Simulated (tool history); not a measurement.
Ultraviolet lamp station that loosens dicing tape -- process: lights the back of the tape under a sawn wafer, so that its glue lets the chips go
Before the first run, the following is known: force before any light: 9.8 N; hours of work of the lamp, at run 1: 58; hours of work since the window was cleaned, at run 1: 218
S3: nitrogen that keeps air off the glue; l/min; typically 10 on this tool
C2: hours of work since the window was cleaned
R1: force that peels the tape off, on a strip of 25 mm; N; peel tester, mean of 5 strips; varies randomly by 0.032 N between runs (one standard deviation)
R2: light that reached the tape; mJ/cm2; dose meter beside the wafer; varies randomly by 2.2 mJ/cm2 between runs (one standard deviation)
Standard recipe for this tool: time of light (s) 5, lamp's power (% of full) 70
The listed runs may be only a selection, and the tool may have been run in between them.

{"run": 1, "hour": 0.0, "time of light (s)": 5, "lamp's power (% of full)": 70, "S3": 10, "hours of work of the lamp": 58, "C2": 218, "R1": 1.763, "R2": 190}
{"run": 2, "hour": 12.0, "time of light (s)": 5, "lamp's power (% of full)": 70, "S3": 10, "hours of work of the lamp": 67, "C2": 227, "R1": 1.765, "R2": 188}
{"run": 3, "hour": 36.4, "time of light (s)": 5, "lamp's power (% of full)": 70, "S3": 10, "hours of work of the lamp": 85, "C2": 245, "R1": 1.879, "R2": 184}
{"run": 4, "hour": 50.7, "time of light (s)": 3, "lamp's power (% of full)": 70, "S3": 10, "hours of work of the lamp": 96, "C2": 255, "R1": 3.439, "R2": 112}
{"run": 5, "hour": 65.7, "time of light (s)": 3, "lamp's power (% of full)": 70, "S3": 10, "hours of work of the lamp": 107, "C2": 267, "R1": 3.461, "R2": 113}
{"run": 6, "hour": 77.4, "time of light (s)": 3, "lamp's power (% of full)": 70, "S3": 13, "hours of work of the lamp": 116, "C2": 275, "R1": 3.303, "R2": 109}
{"run": 7, "hour": 94.8, "time of light (s)": 3, "lamp's power (% of full)": 70, "S3": 13, "hours of work of the lamp": 128, "C2": 288, "R1": 3.29, "R2": 109}
{"run": 8, "hour": 111.0, "time of light (s)": 3, "lamp's power (% of full)": 70, "S3": 13, "hours of work of the lamp": 141, "C2": 300, "R1": 3.269, "R2": 111}
{"run": 9, "hour": 130.6, "time of light (s)": 5, "lamp's power (% of full)": 93, "S3": 10, "hours of work of the lamp": 155, "C2": 315, "R1": 1.186, "R2": 245}
{"run": 10, "hour": 155.4, "time of light (s)": 8, "lamp's power (% of full)": 64, "S3": 14, "hours of work of the lamp": 174, "C2": 333, "R1": 0.844, "R2": 266}
{"run": 11, "hour": 170.0, "time of light (s)": 6, "lamp's power (% of full)": 64, "S3": 4, "hours of work of the lamp": 184, "C2": 344, "R1": 2.482, "R2": 202}
{"run": 12, "hour": 191.6, "time of light (s)": 6, "lamp's power (% of full)": 64, "S3": 4, "hours of work of the lamp": 201, "C2": 360, "R1": 2.519, "R2": 195}
{"hour": 193.1, "done": "window cleaned of glue's vapour"}
{"run": 13, "hour": 214.8, "time of light (s)": 3, "lamp's power (% of full)": 70, "S3": 3, "hours of work of the lamp": 217, "C2": 16, "R1": 4.987, "R2": 107}
{"run": 14, "hour": 240.1, "time of light (s)": 3, "lamp's power (% of full)": 70, "S3": 3, "hours of work of the lamp": 236, "C2": 35, "R1": 5.054, "R2": 102}
{"run": 15, "hour": 252.7, "time of light (s)": 4, "lamp's power (% of full)": 62, "S3": 3, "hours of work of the lamp": 246, "C2": 44, "R1": 4.673, "R2": 122}
{"run": 16, "hour": 275.0, "time of light (s)": 7, "lamp's power (% of full)": 74, "S3": 10, "hours of work of the lamp": 262, "C2": 61, "R1": 1.103, "R2": 251}
{"hour": 277.3, "done": "window cleaned of glue's vapour, once more"}
{"run": 17, "hour": 293.3, "time of light (s)": 5, "lamp's power (% of full)": 73, "S3": 10, "hours of work of the lamp": 276, "C2": 12, "R1": 1.82, "R2": 190}

Here are 5 independent what-if runs from the current tool condition. What would each one return?
{"run": "A", "hour": 314.7, "time of light (s)": 5, "lamp's power (% of full)": 91, "S3": 10, "hours of work of the lamp": 291, "C2": 28, "R1": "?", "R2": "?"}
{"run": "B", "hour": 314.7, "time of light (s)": 7, "lamp's power (% of full)": 89, "S3": 7, "hours of work of the lamp": 291, "C2": 28, "R1": "?", "R2": "?"}
{"run": "C", "hour": 314.7, "time of light (s)": 5, "lamp's power (% of full)": 70, "S3": 7, "hours of work of the lamp": 291, "C2": 28, "R1": "?", "R2": "?"}
{"run": "D", "hour": 314.7, "time of light (s)": 5, "lamp's power (% of full)": 80, "S3": 10, "hours of work of the lamp": 291, "C2": 28, "R1": "?", "R2": "?"}
{"run": "E", "hour": 314.7, "time of light (s)": 5, "lamp's power (% of full)": 70, "S3": 4, "hours of work of the lamp": 291, "C2": 28, "R1": "?", "R2": "?"}

run=A R1=1.231 R2=236
run=B R1=0.858 R2=323
run=C R1=2.267 R2=183
run=D R1=1.510 R2=203
run=E R1=2.918 R2=182
With the hidden condition removed and each run's random variation left untouched, the same runs would have given:
run=A R1=0.998 R2=264
run=B R1=0.688 R2=362
run=C R1=1.921 R2=205
run=D R1=1.241 R2=228
run=E R1=2.533 R2=204
